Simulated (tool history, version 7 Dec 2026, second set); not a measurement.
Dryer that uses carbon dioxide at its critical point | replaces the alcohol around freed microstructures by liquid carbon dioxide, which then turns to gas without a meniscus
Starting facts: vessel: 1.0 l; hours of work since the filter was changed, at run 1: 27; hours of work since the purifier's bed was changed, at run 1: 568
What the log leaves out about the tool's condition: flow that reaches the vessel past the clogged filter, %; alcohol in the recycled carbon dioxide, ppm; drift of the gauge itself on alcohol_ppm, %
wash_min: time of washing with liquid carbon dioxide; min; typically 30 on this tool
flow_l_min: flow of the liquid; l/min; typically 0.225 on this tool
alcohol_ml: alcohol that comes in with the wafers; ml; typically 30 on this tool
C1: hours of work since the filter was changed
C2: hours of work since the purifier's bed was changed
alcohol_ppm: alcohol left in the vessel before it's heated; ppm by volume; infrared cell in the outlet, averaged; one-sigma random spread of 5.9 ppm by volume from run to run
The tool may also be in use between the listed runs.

{"run": 1, "hour": 0.0, "wash_min": 30, "flow_l_min": 0.225, "alcohol_ml": 30, "C1": 27, "C2": 568, "alcohol_ppm": 375}
{"run": 2, "hour": 14.4, "wash_min": 30, "flow_l_min": 0.225, "alcohol_ml": 30, "C1": 38, "C2": 579, "alcohol_ppm": 396}
{"run": 3, "hour": 32.3, "wash_min": 23, "flow_l_min": 0.225, "alcohol_ml": 30, "C1": 52, "C2": 593, "alcohol_ppm": 890}
{"run": 4, "hour": 41.9, "wash_min": 23, "flow_l_min": 0.225, "alcohol_ml": 30, "C1": 59, "C2": 601, "alcohol_ppm": 913}
{"run": 5, "hour": 55.1, "wash_min": 30, "flow_l_min": 0.225, "alcohol_ml": 41, "C1": 69, "C2": 611, "alcohol_ppm": 499}
{"run": 6, "hour": 74.4, "wash_min": 24, "flow_l_min": 0.225, "alcohol_ml": 41, "C1": 85, "C2": 626, "alcohol_ppm": 1066}
{"run": 7, "hour": 94.8, "wash_min": 24, "flow_l_min": 0.225, "alcohol_ml": 41, "C1": 100, "C2": 642, "alcohol_ppm": 1100}
{"run": 8, "hour": 110.2, "wash_min": 36, "flow_l_min": 0.269, "alcohol_ml": 83, "C1": 112, "C2": 654, "alcohol_ppm": 286}
{"run": 9, "hour": 126.0, "wash_min": 36, "flow_l_min": 0.269, "alcohol_ml": 83, "C1": 125, "C2": 666, "alcohol_ppm": 302}
{"run": 10, "hour": 139.0, "wash_min": 36, "flow_l_min": 0.155, "alcohol_ml": 73, "C1": 135, "C2": 676, "alcohol_ppm": 1625}
{"run": 11, "hour": 159.8, "wash_min": 41, "flow_l_min": 0.18, "alcohol_ml": 69, "C1": 151, "C2": 692, "alcohol_ppm": 594}
{"run": 12, "hour": 176.9, "wash_min": 23, "flow_l_min": 0.238, "alcohol_ml": 58, "C1": 164, "C2": 705, "alcohol_ppm": 1618}
{"run": 13, "hour": 194.2, "wash_min": 23, "flow_l_min": 0.238, "alcohol_ml": 58, "C1": 177, "C2": 719, "alcohol_ppm": 1605}

3 options for the next run, each taken on its own from the tool as it stands now. Forecast them:
{"run": "A", "hour": 203.7, "wash_min": 30, "flow_l_min": 0.225, "alcohol_ml": 24, "C1": 185, "C2": 726, "alcohol_ppm": "?"}
{"run": "B", "hour": 203.7, "wash_min": 28, "flow_l_min": 0.299, "alcohol_ml": 52, "C1": 185, "C2": 726, "alcohol_ppm": "?"}
{"run": "C", "hour": 203.7, "wash_min": 23, "flow_l_min": 0.162, "alcohol_ml": 55, "C1": 185, "C2": 726, "alcohol_ppm": "?"}

run=A alcohol_ppm=454
run=B alcohol_ppm=411
run=C alcohol_ppm=4449
Stripped of hidden state, with their random variation kept, the same runs would have yielded:
run=A alcohol_ppm=163
run=B alcohol_ppm=126
run=C alcohol_ppm=3306

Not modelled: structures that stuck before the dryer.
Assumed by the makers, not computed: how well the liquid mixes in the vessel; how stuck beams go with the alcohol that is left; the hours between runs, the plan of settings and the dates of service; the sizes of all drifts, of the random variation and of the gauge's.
